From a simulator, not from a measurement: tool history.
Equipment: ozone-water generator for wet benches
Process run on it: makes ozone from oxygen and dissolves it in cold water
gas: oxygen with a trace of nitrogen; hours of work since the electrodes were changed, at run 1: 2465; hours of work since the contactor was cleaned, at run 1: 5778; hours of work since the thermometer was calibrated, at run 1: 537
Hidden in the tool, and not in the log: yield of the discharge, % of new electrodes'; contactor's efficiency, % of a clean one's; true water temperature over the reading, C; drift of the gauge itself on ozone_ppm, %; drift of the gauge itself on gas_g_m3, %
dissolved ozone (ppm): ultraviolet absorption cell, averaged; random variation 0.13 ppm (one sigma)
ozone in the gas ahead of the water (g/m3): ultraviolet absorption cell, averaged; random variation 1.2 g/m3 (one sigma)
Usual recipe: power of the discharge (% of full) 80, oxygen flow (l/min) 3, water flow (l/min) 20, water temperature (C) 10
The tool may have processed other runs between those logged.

run,hour,power of the discharge (% of full),oxygen flow (l/min),water flow (l/min),water temperature (C),hours of work since the electrodes were changed,hours of work since the contactor was cleaned,hours of work since the thermometer was calibrated,dissolved ozone (ppm),ozone in the gas ahead of the water (g/m3)
1,0,80,3,20,10,2465,5778,537,13.1,204
2,182.2,80,3,20,10,2616,5929,688,13.1,205.3
3,335,80,3,20,10,2742,6055,815,13,200.7
4,414.2,80,3,20,10,2808,6121,880,13,202.7
5,597.4,64,3,20,10,2959,6272,1032,11.1,170.1
6,684.4,80,3,21,10,3031,6344,1104,12.5,201.6
7,831.1,80,3,21,10,3153,6466,1225,11.9,201.5
8,911.3,80,3,14,10,3219,6532,1291,18,202.9
9,1072.3,69,3,20,10,3352,6665,1425,11.1,178.4
10,1221.5,69,3,20,10,3476,6789,1548,11.3,177.2
11,1306.2,43,3,20,10,3546,6859,1618,7.6,123
12,1439.4,43,3,20,10,3656,6969,1728,7.8,121.8
13,1572.7,80,1.69,20,10,3766,7079,1839,9.9,246.9
14,1678.8,80,3,20,10,3854,7167,1926,12.4,199.3
15,1812.4,80,3,20,10,3964,7277,2037,12.4,200.1
16,1959.3,80,3,20,10,4086,7399,2158,12.2,196.9
17,2142.5,80,3,20,10,4238,7550,2310,12.3,198.2
18,2322.9,61,3,20,10,4387,7700,2459,9.9,158.4
19,2444.1,80,3.12,15,10,4487,7800,2559,16.4,192.9
20,2558.3,80,3.12,15,10,4582,7894,2654,16.3,191.9
21,2692.5,68,4.38,15,10,4693,8005,2765,15.4,146.4
22,2799.4,68,4.38,15,10,4781,8094,2853,15.6,149.2
23,2949.9,56,1.59,16,5,4905,8218,2978,9.1,187.1
24,3091,56,1.59,16,5,5022,8335,3095,9.3,188.6

What does the tool deliver on the next run?
25,3180.9,56,1.59,16,5,5097,8409,3169,?,?

dissolved ozone (ppm): 9.3
ozone in the gas ahead of the water (g/m3): 187.6
Had the tool carried no hidden state, the very same run would have given dissolved ozone (ppm) 11.1, ozone in the gas ahead of the water (g/m3) 202.

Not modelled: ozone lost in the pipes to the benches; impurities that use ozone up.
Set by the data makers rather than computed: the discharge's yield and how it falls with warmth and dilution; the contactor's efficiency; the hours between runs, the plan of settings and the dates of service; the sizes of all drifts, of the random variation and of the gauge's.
